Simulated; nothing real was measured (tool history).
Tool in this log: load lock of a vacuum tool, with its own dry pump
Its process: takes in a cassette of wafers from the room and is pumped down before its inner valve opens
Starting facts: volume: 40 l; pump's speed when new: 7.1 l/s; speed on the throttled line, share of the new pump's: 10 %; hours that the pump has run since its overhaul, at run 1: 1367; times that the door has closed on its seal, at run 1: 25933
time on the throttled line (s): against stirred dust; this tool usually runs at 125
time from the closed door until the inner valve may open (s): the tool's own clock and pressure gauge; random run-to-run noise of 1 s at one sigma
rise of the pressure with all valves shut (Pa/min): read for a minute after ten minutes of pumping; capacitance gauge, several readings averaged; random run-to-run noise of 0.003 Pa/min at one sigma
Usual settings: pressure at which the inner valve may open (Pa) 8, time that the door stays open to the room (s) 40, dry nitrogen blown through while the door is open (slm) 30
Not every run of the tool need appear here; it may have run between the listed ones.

run	hour	time on the throttled line (s)	pressure at which the inner valve may open (Pa)	time that the door stays open to the room (s)	dry nitrogen blown through while the door is open (slm)	hours that the pump has run since its overhaul	times that the door has closed on its seal	incoming humidity of the room's air, %	time from the closed door until the inner valve may open (s)	rise of the pressure with all valves shut (Pa/min)
1	0	125	8	40	30	1367	25933	44.3	166.4	0.181
2	165.2	125	8	40	30	1532	26752	44.7	168.1	0.196
# hour 372.7: door's seal changed, seat wiped
3	395.1	64	8	40	30	1760	111	45.2	112.5	0.02
4	569.6	64	13	40	30	1935	976	43.8	110	0.017
5	680.6	127	8	40	30	2046	1527	44.7	169.5	0.026
6	827.8	127	8	40	30	2193	2257	42.9	168.8	0.021
7	957.7	127	8	40	5	2323	2901	46.9	169.1	0.035
8	1130.3	127	8	40	5	2496	3757	45.7	170.7	0.039
9	1362.3	125	8	40	30	2728	4908	44.9	168.1	0.035
10	1564.8	75	8	40	30	2930	5912	44.9	122.8	0.032
11	1799.1	125	8	40	30	3164	7074	47.3	169.9	0.039
12	1959.7	125	8	40	30	3325	7871	42.6	169.3	0.049
13	2096.9	163	8	205	30	3462	8551	47.5	203.7	0.059
14	2297.2	125	8	40	6	3663	9545	44.4	168	0.06
15	2480	125	6	102	6	3845	10451	44	172	0.075
16	2681	125	6	102	6	4046	11448	43.3	169.7	0.087
17	2827.8	127	10	40	27	4193	12176	44.8	169.6	0.061
18	2989.6	202	8	26	44	4355	12979	44.3	238.4	0.062
19	3156.6	125	13	40	30	4522	13807	47	165.1	0.071
20	3287.2	75	15	209	30	4653	14455	43.8	121.4	0.084
21	3461	71	8	183	11	4826	15317	45.7	121.8	0.11

Predict each of these 3 candidate next runs independently; none follows another, all start after run 21:
A	3634.4	227	14	183	7	5000	16176	46.7	?	?
B	3634.4	125	11	44	25	5000	16176	47.7	?	?
C	3634.4	125	11	40	30	5000	16176	44.1	?	?

run	time from the closed door until the inner valve may open (s)	rise of the pressure with all valves shut (Pa/min)
A	255.5	0.121
B	169.2	0.085
C	169.9	0.084
With the hidden condition removed and each run's random variation left untouched, the same runs would have given:
run	time from the closed door until the inner valve may open (s)	rise of the pressure with all valves shut (Pa/min)
A	252.7	0.054
B	165.2	0.018
C	165.8	0.017
